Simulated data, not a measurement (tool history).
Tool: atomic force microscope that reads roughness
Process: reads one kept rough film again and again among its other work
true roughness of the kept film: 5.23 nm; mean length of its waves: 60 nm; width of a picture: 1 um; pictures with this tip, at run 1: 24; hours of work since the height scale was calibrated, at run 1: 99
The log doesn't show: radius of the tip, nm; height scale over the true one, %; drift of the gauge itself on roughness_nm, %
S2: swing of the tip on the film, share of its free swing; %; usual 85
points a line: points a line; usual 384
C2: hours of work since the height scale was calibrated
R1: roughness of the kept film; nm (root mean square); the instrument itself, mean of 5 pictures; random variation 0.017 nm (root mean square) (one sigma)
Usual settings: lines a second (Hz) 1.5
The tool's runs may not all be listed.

{"run": 1, "hour": 0.0, "lines a second (Hz)": 1.5, "S2": 85, "points a line": 384, "pictures with this tip": 24, "C2": 99, "R1": 3.909}
{"hour": 43.9, "done": "new tip fitted"}
{"run": 2, "hour": 44.0, "lines a second (Hz)": 1.5, "S2": 85, "points a line": 384, "pictures with this tip": 0, "C2": 120, "R1": 4.078}
{"run": 3, "hour": 83.7, "lines a second (Hz)": 1.5, "S2": 85, "points a line": 384, "pictures with this tip": 47, "C2": 139, "R1": 3.838}
{"hour": 107.6, "done": "new tip fitted"}
{"run": 4, "hour": 128.0, "lines a second (Hz)": 1.5, "S2": 85, "points a line": 384, "pictures with this tip": 24, "C2": 160, "R1": 3.937}
{"run": 5, "hour": 150.7, "lines a second (Hz)": 1.5, "S2": 85, "points a line": 384, "pictures with this tip": 50, "C2": 171, "R1": 3.786}
{"hour": 171.2, "done": "new tip fitted"}
{"run": 6, "hour": 176.7, "lines a second (Hz)": 1.24, "S2": 85, "points a line": 384, "pictures with this tip": 6, "C2": 184, "R1": 4.156}
{"run": 7, "hour": 219.9, "lines a second (Hz)": 1.5, "S2": 85, "points a line": 384, "pictures with this tip": 57, "C2": 204, "R1": 3.713}
{"hour": 236.8, "done": "new tip fitted"}
{"run": 8, "hour": 247.3, "lines a second (Hz)": 1.5, "S2": 90, "points a line": 619, "pictures with this tip": 12, "C2": 217, "R1": 3.829}
{"run": 9, "hour": 277.1, "lines a second (Hz)": 1.5, "S2": 57, "points a line": 715, "pictures with this tip": 47, "C2": 232, "R1": 4.409}
{"hour": 302.0, "done": "new tip fitted"}
{"run": 10, "hour": 302.2, "lines a second (Hz)": 1.5, "S2": 57, "points a line": 715, "pictures with this tip": 0, "C2": 243, "R1": 4.696}
{"run": 11, "hour": 344.2, "lines a second (Hz)": 1.5, "S2": 65, "points a line": 384, "pictures with this tip": 50, "C2": 264, "R1": 4.269}

Run 12 comes next. What will it give?
{"hour": 366.2, "done": "new tip fitted"}
{"run": 12, "hour": 382.8, "lines a second (Hz)": 1.5, "S2": 82, "points a line": 720, "pictures with this tip": 20, "C2": 282, "R1": "?"}

R1: 4.057 nm (root mean square)
Without the tool's hidden state the same run would have given R1 4.216 nm (root mean square).
